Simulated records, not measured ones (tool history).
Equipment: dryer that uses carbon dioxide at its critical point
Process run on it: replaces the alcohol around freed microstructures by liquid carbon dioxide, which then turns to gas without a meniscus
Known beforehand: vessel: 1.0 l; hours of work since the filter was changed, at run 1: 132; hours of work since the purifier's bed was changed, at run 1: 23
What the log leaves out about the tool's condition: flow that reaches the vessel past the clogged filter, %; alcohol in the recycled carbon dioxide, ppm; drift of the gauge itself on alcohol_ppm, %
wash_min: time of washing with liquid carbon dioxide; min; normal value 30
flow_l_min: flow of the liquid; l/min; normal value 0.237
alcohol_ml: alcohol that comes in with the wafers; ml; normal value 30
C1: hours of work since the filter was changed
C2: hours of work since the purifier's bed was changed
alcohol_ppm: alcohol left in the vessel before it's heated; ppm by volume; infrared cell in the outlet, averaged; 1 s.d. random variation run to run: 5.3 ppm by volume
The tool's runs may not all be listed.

{"run": 1, "hour": 0.0, "wash_min": 30, "flow_l_min": 0.237, "alcohol_ml": 30, "C1": 132, "C2": 23, "alcohol_ppm": 214}
{"run": 2, "hour": 9.7, "wash_min": 30, "flow_l_min": 0.237, "alcohol_ml": 30, "C1": 137, "C2": 28, "alcohol_ppm": 230}
{"run": 3, "hour": 16.7, "wash_min": 30, "flow_l_min": 0.237, "alcohol_ml": 30, "C1": 141, "C2": 32, "alcohol_ppm": 235}
{"run": 4, "hour": 28.8, "wash_min": 30, "flow_l_min": 0.237, "alcohol_ml": 30, "C1": 148, "C2": 39, "alcohol_ppm": 252}
{"run": 5, "hour": 35.2, "wash_min": 30, "flow_l_min": 0.237, "alcohol_ml": 30, "C1": 151, "C2": 42, "alcohol_ppm": 243}
{"run": 6, "hour": 49.1, "wash_min": 30, "flow_l_min": 0.237, "alcohol_ml": 30, "C1": 159, "C2": 50, "alcohol_ppm": 252}
{"run": 7, "hour": 57.4, "wash_min": 23, "flow_l_min": 0.237, "alcohol_ml": 56, "C1": 163, "C2": 54, "alcohol_ppm": 1436}
{"run": 8, "hour": 67.6, "wash_min": 30, "flow_l_min": 0.336, "alcohol_ml": 30, "C1": 169, "C2": 60, "alcohol_ppm": 62}
{"run": 9, "hour": 81.9, "wash_min": 27, "flow_l_min": 0.237, "alcohol_ml": 101, "C1": 177, "C2": 68, "alcohol_ppm": 1402}
{"run": 10, "hour": 94.4, "wash_min": 22, "flow_l_min": 0.268, "alcohol_ml": 30, "C1": 183, "C2": 75, "alcohol_ppm": 622}
{"run": 11, "hour": 102.8, "wash_min": 22, "flow_l_min": 0.268, "alcohol_ml": 30, "C1": 188, "C2": 79, "alcohol_ppm": 616}

Below are 4 alternative next runs, each starting from the tool's condition after run 11. Predict each:
{"run": "A", "hour": 112.9, "wash_min": 19, "flow_l_min": 0.243, "alcohol_ml": 42, "C1": 194, "C2": 85, "alcohol_ppm": "?"}
{"run": "B", "hour": 112.9, "wash_min": 35, "flow_l_min": 0.206, "alcohol_ml": 35, "C1": 194, "C2": 85, "alcohol_ppm": "?"}
{"run": "C", "hour": 112.9, "wash_min": 30, "flow_l_min": 0.261, "alcohol_ml": 20, "C1": 194, "C2": 85, "alcohol_ppm": "?"}
{"run": "D", "hour": 112.9, "wash_min": 26, "flow_l_min": 0.237, "alcohol_ml": 107, "C1": 194, "C2": 85, "alcohol_ppm": "?"}

run=A alcohol_ppm=2057
run=B alcohol_ppm=352
run=C alcohol_ppm=150
run=D alcohol_ppm=1893
With no hidden state in the tool, these same runs would have given:
run=A alcohol_ppm=1124
run=B alcohol_ppm=130
run=C alcohol_ppm=45
run=D alcohol_ppm=855
